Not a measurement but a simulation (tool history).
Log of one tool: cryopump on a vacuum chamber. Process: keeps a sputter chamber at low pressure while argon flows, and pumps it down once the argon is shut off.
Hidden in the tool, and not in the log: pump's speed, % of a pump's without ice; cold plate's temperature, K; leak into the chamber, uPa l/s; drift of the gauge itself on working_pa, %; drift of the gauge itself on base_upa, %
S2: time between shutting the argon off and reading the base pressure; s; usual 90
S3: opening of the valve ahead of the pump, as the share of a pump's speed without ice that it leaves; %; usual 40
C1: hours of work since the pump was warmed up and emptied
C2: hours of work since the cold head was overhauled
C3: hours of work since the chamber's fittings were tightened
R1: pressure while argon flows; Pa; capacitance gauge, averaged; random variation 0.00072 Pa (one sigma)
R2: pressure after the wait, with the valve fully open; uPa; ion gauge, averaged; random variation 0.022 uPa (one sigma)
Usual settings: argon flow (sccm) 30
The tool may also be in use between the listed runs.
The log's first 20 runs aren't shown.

run 21 hour=352.7 | argon_flow_(sccm)=29 S2=263 S3=45 | C1=469 C2=469 C3=1660 | R1=0.1171 R2=2.68
run 22 hour=367 | argon_flow_(sccm)=29 S2=263 S3=45 | C1=479 C2=479 C3=1670 | R1=0.1168 R2=2.72
run 23 hour=388.3 | argon_flow_(sccm)=30 S2=60 S3=17 | C1=494 C2=494 C3=1684 | R1=0.3106 R2=3.22
run 24 hour=409.9 | argon_flow_(sccm)=51 S2=90 S3=51 | C1=509 C2=509 C3=1699 | R1=0.1823 R2=2.98
run 25 hour=426.2 | argon_flow_(sccm)=51 S2=90 S3=51 | C1=520 C2=520 C3=1711 | R1=0.1837 R2=2.98
run 26 hour=452.3 | argon_flow_(sccm)=48 S2=21 S3=40 | C1=538 C2=538 C3=1729 | R1=0.2167 R2=4.3
run 27 hour=479.7 | argon_flow_(sccm)=48 S2=21 S3=40 | C1=557 C2=557 C3=1748 | R1=0.2206 R2=4.26
run 28 hour=507.2 | argon_flow_(sccm)=18 S2=41 S3=17 | C1=576 C2=576 C3=1767 | R1=0.1892 R2=3.55
run 29 hour=532.9 | argon_flow_(sccm)=18 S2=78 S3=40 | C1=594 C2=594 C3=1785 | R1=0.0813 R2=3.16
run 30 hour=554.3 | argon_flow_(sccm)=14 S2=216 S3=25 | C1=609 C2=609 C3=1800 | R1=0.0999 R2=2.87

4 ways to go on from here, each from the tool as it stands after run 30. What would each give?
run A hour=566.4 | argon_flow_(sccm)=24 S2=63 S3=25 | C1=618 C2=618 C3=1808 | R1=? R2=?
run B hour=566.4 | argon_flow_(sccm)=30 S2=90 S3=28 | C1=618 C2=618 C3=1808 | R1=? R2=?
run C hour=566.4 | argon_flow_(sccm)=14 S2=28 S3=42 | C1=618 C2=618 C3=1808 | R1=? R2=?
run D hour=566.4 | argon_flow_(sccm)=14 S2=56 S3=26 | C1=618 C2=618 C3=1808 | R1=? R2=?

run=A R1=0.1713 R2=3.33
run=B R1=0.1932 R2=3.16
run=C R1=0.0603 R2=4.03
run=D R1=0.0961 R2=3.35
Without the tool's hidden state the same runs would have given:
run=A R1=0.1661 R2=0.82
run=B R1=0.1866 R2=0.69
run=C R1=0.0573 R2=1.5
run=D R1=0.0931 R2=0.88
